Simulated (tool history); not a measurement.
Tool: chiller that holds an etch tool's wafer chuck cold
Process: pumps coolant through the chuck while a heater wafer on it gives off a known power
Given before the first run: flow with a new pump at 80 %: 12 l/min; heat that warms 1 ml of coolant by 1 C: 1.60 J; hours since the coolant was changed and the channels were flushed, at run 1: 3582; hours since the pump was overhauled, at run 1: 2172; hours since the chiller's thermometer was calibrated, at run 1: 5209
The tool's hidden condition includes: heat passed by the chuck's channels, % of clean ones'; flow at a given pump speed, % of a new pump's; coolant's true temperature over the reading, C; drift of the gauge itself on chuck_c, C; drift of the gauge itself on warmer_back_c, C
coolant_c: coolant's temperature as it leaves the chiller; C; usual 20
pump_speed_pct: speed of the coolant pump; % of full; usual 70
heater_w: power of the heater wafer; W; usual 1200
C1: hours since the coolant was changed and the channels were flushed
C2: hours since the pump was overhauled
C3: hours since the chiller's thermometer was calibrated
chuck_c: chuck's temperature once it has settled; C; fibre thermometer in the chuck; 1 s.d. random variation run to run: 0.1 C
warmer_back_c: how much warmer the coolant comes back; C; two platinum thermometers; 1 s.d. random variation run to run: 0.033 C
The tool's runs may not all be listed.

Run 1, hour 0: usual settings; C1 3582; C2 2172; C3 5209. Result: chuck_c 29.1 C, warmer_back_c 4.28 C.
Run 2, hour 48.3: usual settings; C1 3630; C2 2221; C3 5258. Result: chuck_c 28.8 C, warmer_back_c 4.36 C.
Run 3, hour 99.7: usual settings but pump_speed_pct 73 % of full; C1 3681; C2 2272; C3 5309. Result: chuck_c 28.4 C, warmer_back_c 4.16 C.
Run 4, hour 146.1: usual settings but pump_speed_pct 73 % of full; C1 3728; C2 2318; C3 5356. Result: chuck_c 28.6 C, warmer_back_c 4.09 C.
Run 5, hour 186.4: usual settings but pump_speed_pct 73 % of full; C1 3768; C2 2359; C3 5396. Result: chuck_c 28.5 C, warmer_back_c 4.19 C.
Run 6, hour 212.6: usual settings but heater_w 1434 W; C1 3794; C2 2385; C3 5422. Result: chuck_c 30.5 C, warmer_back_c 5.23 C.
Run 7, hour 250.5: usual settings; C1 3832; C2 2423; C3 5460. Result: chuck_c 28.9 C, warmer_back_c 4.36 C.
Run 8, hour 278.2: usual settings but coolant_c 25 C; C1 3860; C2 2451; C3 5488. Result: chuck_c 34 C, warmer_back_c 4.37 C.
Run 9, hour 302.3: usual settings; C1 3884; C2 2475; C3 5512. Result: chuck_c 29 C, warmer_back_c 4.37 C.
Run 10, hour 344.5: usual settings but pump_speed_pct 85 % of full; C1 3926; C2 2517; C3 5554. Result: chuck_c 27.8 C, warmer_back_c 3.48 C.
Run 11, hour 395.5: usual settings; C1 3977; C2 2568; C3 5605. Result: chuck_c 28.9 C, warmer_back_c 4.42 C.
At hour 415.6: chiller's thermometer calibrated.
Run 12, hour 423.9: usual settings; C1 4004; C2 2595; C3 8. Result: chuck_c 29 C, warmer_back_c 4.34 C.
Run 13, hour 451.1: usual settings; C1 4032; C2 2622; C3 35. Result: chuck_c 28.9 C, warmer_back_c 4.31 C.
Run 14, hour 499.5: usual settings; C1 4080; C2 2671; C3 84. Result: chuck_c 29 C, warmer_back_c 4.31 C.
Run 15, hour 552.9: usual settings; C1 4133; C2 2724; C3 137. Result: chuck_c 29 C, warmer_back_c 4.37 C.
Run 16, hour 586.1: usual settings but coolant_c 15 C, pump_speed_pct 63 % of full, heater_w 637 W; C1 4167; C2 2757; C3 171. Result: chuck_c 20.2 C, warmer_back_c 2.6 C.
Run 17, hour 622.4: usual settings but coolant_c 15 C, pump_speed_pct 72 % of full; C1 4203; C2 2794; C3 207. Result: chuck_c 23.7 C, warmer_back_c 4.21 C.
Run 18, hour 647.9: usual settings but coolant_c 15 C, pump_speed_pct 73 % of full; C1 4228; C2 2819; C3 232. Result: chuck_c 23.7 C, warmer_back_c 4.17 C.
Run 19, hour 680.5: usual settings but coolant_c 14 C, pump_speed_pct 86 % of full, heater_w 1402 W; C1 4261; C2 2852; C3 265. Result: chuck_c 22.7 C, warmer_back_c 4.03 C.
Run 20, hour 715.7: usual settings but pump_speed_pct 72 % of full, heater_w 856 W; C1 4296; C2 2887; C3 300. Result: chuck_c 26 C, warmer_back_c 3 C.
Run 21, hour 770.2: usual settings but coolant_c 22 C, pump_speed_pct 61 % of full, heater_w 1064 W; C1 4351; C2 2942; C3 355. Result: chuck_c 31.1 C, warmer_back_c 4.46 C.
Run 22, hour 798.1: usual settings but coolant_c 12 C, pump_speed_pct 80 % of full, heater_w 1129 W; C1 4379; C2 2969; C3 382. Result: chuck_c 19.3 C, warmer_back_c 3.5 C.
Run 23, hour 836.2: usual settings but coolant_c 10 C, pump_speed_pct 69 % of full, heater_w 1001 W; C1 4417; C2 3008; C3 421. Result: chuck_c 17.5 C, warmer_back_c 3.66 C.
Run 24, hour 871.9: usual settings but coolant_c 10 C, pump_speed_pct 69 % of full, heater_w 1001 W; C1 4452; C2 3043; C3 456. Result: chuck_c 17.5 C, warmer_back_c 3.65 C.
Run 25, hour 905.5: usual settings but coolant_c 10 C, pump_speed_pct 69 % of full, heater_w 1001 W; C1 4486; C2 3077; C3 490. Result: chuck_c 17.3 C, warmer_back_c 3.68 C.
Run 26, hour 960.4: usual settings but coolant_c 27 C, pump_speed_pct 77 % of full, heater_w 869 W; C1 4541; C2 3132; C3 545. Result: chuck_c 32.9 C, warmer_back_c 2.85 C.
Run 27, hour 996.5: usual settings but coolant_c 11 C; C1 4577; C2 3168; C3 581. Result: chuck_c 19.9 C, warmer_back_c 4.32 C.
Run 28, hour 1050.5: usual settings but coolant_c 11 C; C1 4631; C2 3222; C3 635. Result: chuck_c 19.9 C, warmer_back_c 4.38 C.
Run 29, hour 1103.7: usual settings but coolant_c 25 C, heater_w 1283 W; C1 4684; C2 3275; C3 688. Result: chuck_c 34.5 C, warmer_back_c 4.62 C.

Entry by entry between the runs, the difference in hidden state between the last listed run before and the first listed run after:
After run 11, before run 12: chiller's thermometer calibrated (hour 415.6)
  coolant's true temperature over the reading, C: 0.01 -> 0
